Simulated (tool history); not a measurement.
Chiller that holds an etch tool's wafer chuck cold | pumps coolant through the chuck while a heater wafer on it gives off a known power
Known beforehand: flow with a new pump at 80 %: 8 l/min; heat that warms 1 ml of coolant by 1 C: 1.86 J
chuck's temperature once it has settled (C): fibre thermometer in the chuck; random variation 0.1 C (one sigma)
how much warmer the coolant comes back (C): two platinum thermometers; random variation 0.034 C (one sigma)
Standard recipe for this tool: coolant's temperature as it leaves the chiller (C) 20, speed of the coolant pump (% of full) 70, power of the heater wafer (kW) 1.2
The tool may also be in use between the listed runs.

run	day	coolant's temperature as it leaves the chiller (C)	speed of the coolant pump (% of full)	power of the heater wafer (kW)	chuck's temperature once it has settled (C)	how much warmer the coolant comes back (C)
1	0	20	70	1.2	32.5	5.63
2	3.45	20	70	1.2	32.5	5.64
3	5.208	20	70	1.2	32.7	5.61
4	7.046	20	70	1.2	32.5	5.6
5	9.438	20	70	1.2	32.5	5.6
6	13.567	20	70	1.2	32.6	5.58
7	17.129	20	70	1.2	32.5	5.6
8	19.346	20	70	1.2	32.5	5.6
9	21.779	20	70	1.2	32.6	5.6
10	24.688	20	70	1.2	32.7	5.56
11	29.004	20	70	1.2	32.6	5.59
12	30.896	20	70	1.2	32.7	5.57
13	33.625	20	70	1.2	32.7	5.58
14	36.1	20	70	1.2	32.7	5.6
15	40.404	20	92	1.2	30.1	4.23
16	44.658	20	92	1.323	31.3	4.7
17	46.733	16	92	1.323	27.2	4.7
18	48.862	22	85	0.83	29.5	3.16
# day 51.442: chiller's thermometer calibrated
19	51.967	20	87	0.936	28.2	3.53
20	54.858	20	87	0.936	28.1	3.5
21	56.683	11	92	1.571	24.1	5.65
22	59.85	13	75	0.705	19.8	3.15
23	62.625	13	75	0.705	20	3.06
24	66.483	15	61	1.725	35.9	9.34
25	69.846	11	61	1.271	26.4	6.88
# day 70.271: chiller's thermometer calibrated, once more
26	74.088	11	61	1.271	26.7	6.81
27	76.6	24	74	1.729	42.1	7.66
28	78.642	15	70	1.483	31.1	6.97
29	81.558	13	70	0.705	20.7	3.31
30	84.438	13	88	1.714	28.5	6.46
31	86.842	20	66	1.495	37.3	7.5
32	89.3	20	66	1.495	37.1	7.56

Hidden state or all else? Some run-to-run changes of chuck's temperature once it has settled (C), split into what the settings, what came in and random variation would give without the hidden state, and what is left for the hidden state (with any gauge scatter that isn't in both results):
Hidden conditions of the tool in this case: heat passed by the chuck's channels, % of clean ones'; flow at a given pump speed, % of a new pump's; coolant's true temperature over the reading, C; drift of the gauge itself on chuck_c, C; drift of the gauge itself on warmer_back_c, C.
Run 23 -> 24: coolant's temperature as it leaves the chiller (C) 13 -> 15, speed of the coolant pump (% of full) 75 -> 61, power of the heater wafer (kW) 0.705 -> 1.725. chuck's temperature once it has settled (C) +15.9: hidden state +1.2, all else +14.7.
Run 26 -> 27: coolant's temperature as it leaves the chiller (C) 11 -> 24, speed of the coolant pump (% of full) 61 -> 74, power of the heater wafer (kW) 1.271 -> 1.729. chuck's temperature once it has settled (C) +15.4: hidden state +0.2, all else +15.2.
Run 27 -> 28: coolant's temperature as it leaves the chiller (C) 24 -> 15, speed of the coolant pump (% of full) 74 -> 70, power of the heater wafer (kW) 1.729 -> 1.483. chuck's temperature once it has settled (C) -11: hidden state -0.2, all else -10.8.
Run 28 -> 29: coolant's temperature as it leaves the chiller (C) 15 -> 13, power of the heater wafer (kW) 1.483 -> 0.705. chuck's temperature once it has settled (C) -10.4: hidden state -0.8, all else -9.6.
Run 29 -> 30: speed of the coolant pump (% of full) 70 -> 88, power of the heater wafer (kW) 0.705 -> 1.714. chuck's temperature once it has settled (C) +7.8: hidden state +0.8, all else +7.
